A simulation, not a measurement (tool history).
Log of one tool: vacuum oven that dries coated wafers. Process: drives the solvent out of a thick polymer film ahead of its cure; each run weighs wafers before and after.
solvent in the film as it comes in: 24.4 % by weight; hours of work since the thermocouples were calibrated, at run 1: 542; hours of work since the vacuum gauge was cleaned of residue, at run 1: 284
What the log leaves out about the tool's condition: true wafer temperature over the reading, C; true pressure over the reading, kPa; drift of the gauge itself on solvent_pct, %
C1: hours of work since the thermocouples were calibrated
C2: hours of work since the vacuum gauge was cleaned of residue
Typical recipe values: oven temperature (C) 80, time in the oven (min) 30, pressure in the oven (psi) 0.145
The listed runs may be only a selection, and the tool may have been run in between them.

Run 1, hour 0: usual settings; C1 542; C2 284. Result: solvent left in the film (%) 3.23.
Run 2, hour 47.6: usual settings; C1 573; C2 315. Result: solvent left in the film (%) 3.15.
Run 3, hour 85.8: usual settings; C1 598; C2 340. Result: solvent left in the film (%) 3.15.
Run 4, hour 129.5: usual settings; C1 627; C2 369. Result: solvent left in the film (%) 3.15.
Run 5, hour 169.2: usual settings but oven temperature (C) 71; C1 653; C2 395. Result: solvent left in the film (%) 7.34.
Run 6, hour 204.5: usual settings but pressure in the oven (psi) 0.112; C1 676; C2 418. Result: solvent left in the film (%) 3.13.
Run 7, hour 241.8: usual settings but pressure in the oven (psi) 0.112; C1 701; C2 443. Result: solvent left in the film (%) 3.05.
Run 8, hour 264.7: usual settings but oven temperature (C) 90, time in the oven (min) 27, pressure in the oven (psi) 0.113; C1 716; C2 458. Result: solvent left in the film (%) 0.92.
Run 9, hour 305.5: usual settings but oven temperature (C) 71, time in the oven (min) 43, pressure in the oven (psi) 0.232; C1 743; C2 485. Result: solvent left in the film (%) 5.22.
Run 10, hour 332.5: usual settings but oven temperature (C) 71, time in the oven (min) 50, pressure in the oven (psi) 0.088; C1 761; C2 503. Result: solvent left in the film (%) 3.62.
Run 11, hour 379.1: usual settings but oven temperature (C) 71, time in the oven (min) 50, pressure in the oven (psi) 0.088; C1 791; C2 533. Result: solvent left in the film (%) 3.83.
Run 12, hour 399.2: usual settings but time in the oven (min) 18, pressure in the oven (psi) 0.088; C1 805; C2 546. Result: solvent left in the film (%) 6.47.
Run 13, hour 442.4: usual settings but oven temperature (C) 89, time in the oven (min) 27, pressure in the oven (psi) 0.149; C1 833; C2 575. Result: solvent left in the film (%) 1.12.

Forecast each of these 3 alternatives for the next run:
Run A, hour 470.4: usual settings but pressure in the oven (psi) 0.325; C1 851; C2 593. Result: solvent left in the film (%) ?.
Run B, hour 470.4: usual settings but oven temperature (C) 68, time in the oven (min) 18, pressure in the oven (psi) 0.087; C1 851; C2 593. Result: solvent left in the film (%) ?.
Run C, hour 470.4: usual settings but oven temperature (C) 83, time in the oven (min) 27, pressure in the oven (psi) 0.424; C1 851; C2 593. Result: solvent left in the film (%) ?.

run  solvent left in the film (%)
  A                          3.47
  B                          12.1
  C                          3.09
With no hidden state in the tool, these same runs would have given:
run  solvent left in the film (%)
  A                          3.43
  B                         12.06
  C                          3.05
